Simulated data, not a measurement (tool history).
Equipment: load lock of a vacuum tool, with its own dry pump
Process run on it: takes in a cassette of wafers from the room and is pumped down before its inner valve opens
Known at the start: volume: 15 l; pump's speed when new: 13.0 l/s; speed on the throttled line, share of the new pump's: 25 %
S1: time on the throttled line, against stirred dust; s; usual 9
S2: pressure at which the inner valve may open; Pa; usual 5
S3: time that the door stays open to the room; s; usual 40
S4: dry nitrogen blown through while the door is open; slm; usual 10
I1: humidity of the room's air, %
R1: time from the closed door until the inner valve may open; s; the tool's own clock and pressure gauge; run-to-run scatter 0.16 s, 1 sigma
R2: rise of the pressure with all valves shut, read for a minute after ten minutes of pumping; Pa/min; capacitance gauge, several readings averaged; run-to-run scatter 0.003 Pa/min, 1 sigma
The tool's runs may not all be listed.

{"run": 1, "hour": 0.0, "S1": 9, "S2": 5, "S3": 40, "S4": 10, "I1": 46.3, "R1": 18.3, "R2": 0.057}
{"run": 2, "hour": 232.4, "S1": 9, "S2": 5, "S3": 40, "S4": 10, "I1": 45.4, "R1": 18.2, "R2": 0.057}
{"run": 3, "hour": 428.5, "S1": 9, "S2": 5, "S3": 40, "S4": 10, "I1": 47.4, "R1": 18.8, "R2": 0.055}
{"run": 4, "hour": 697.8, "S1": 9, "S2": 5, "S3": 40, "S4": 10, "I1": 46.2, "R1": 18.7, "R2": 0.054}
{"run": 5, "hour": 995.9, "S1": 9, "S2": 5, "S3": 40, "S4": 10, "I1": 45.3, "R1": 18.4, "R2": 0.054}
{"run": 6, "hour": 1198.1, "S1": 9, "S2": 5, "S3": 40, "S4": 10, "I1": 42.5, "R1": 18.2, "R2": 0.055}
{"run": 7, "hour": 1414.2, "S1": 9, "S2": 5, "S3": 40, "S4": 10, "I1": 44.7, "R1": 18.2, "R2": 0.049}
{"hour": 1603.9, "done": "dry pump taken out, an overhauled one fitted"}
{"run": 8, "hour": 1734.7, "S1": 4, "S2": 5, "S3": 40, "S4": 10, "I1": 48.4, "R1": 14.6, "R2": 0.06}
{"run": 9, "hour": 1976.5, "S1": 4, "S2": 5, "S3": 40, "S4": 10, "I1": 44.3, "R1": 14.6, "R2": 0.053}
{"run": 10, "hour": 2194.7, "S1": 10, "S2": 5, "S3": 61, "S4": 16, "I1": 40.6, "R1": 18.9, "R2": 0.051}
{"run": 11, "hour": 2482.1, "S1": 10, "S2": 5, "S3": 27, "S4": 33, "I1": 45.4, "R1": 19.3, "R2": 0.026}
{"run": 12, "hour": 2630.0, "S1": 6, "S2": 5, "S3": 199, "S4": 33, "I1": 43.6, "R1": 16.0, "R2": 0.069}
{"run": 13, "hour": 2851.2, "S1": 6, "S2": 5, "S3": 57, "S4": 33, "I1": 46.0, "R1": 16.5, "R2": 0.045}
{"run": 14, "hour": 3164.5, "S1": 12, "S2": 5, "S3": 228, "S4": 18, "I1": 44.6, "R1": 20.8, "R2": 0.1}
{"run": 15, "hour": 3446.6, "S1": 12, "S2": 5, "S3": 54, "S4": 10, "I1": 42.4, "R1": 20.7, "R2": 0.059}
{"run": 16, "hour": 3655.2, "S1": 12, "S2": 9, "S3": 29, "S4": 19, "I1": 45.8, "R1": 19.7, "R2": 0.042}
{"run": 17, "hour": 3967.1, "S1": 10, "S2": 4, "S3": 35, "S4": 5, "I1": 45.2, "R1": 19.4, "R2": 0.058}

Forecast each of these 4 alternatives for the next run:
{"run": "A", "hour": 4266.4, "S1": 9, "S2": 4, "S3": 35, "S4": 5, "I1": 43.7, "R1": "?", "R2": "?"}
{"run": "B", "hour": 4266.4, "S1": 9, "S2": 4, "S3": 40, "S4": 11, "I1": 42.5, "R1": "?", "R2": "?"}
{"run": "C", "hour": 4266.4, "S1": 10, "S2": 5, "S3": 211, "S4": 21, "I1": 45.5, "R1": "?", "R2": "?"}
{"run": "D", "hour": 4266.4, "S1": 10, "S2": 5, "S3": 164, "S4": 5, "I1": 45.3, "R1": "?", "R2": "?"}

run=A R1=18.5 R2=0.053
run=B R1=18.7 R2=0.054
run=C R1=19.2 R2=0.096
run=D R1=19.2 R2=0.116
Had the tool no hidden state, the same runs would have come out as:
run=A R1=18.5 R2=0.053
run=B R1=18.7 R2=0.053
run=C R1=19.2 R2=0.095
run=D R1=19.2 R2=0.115
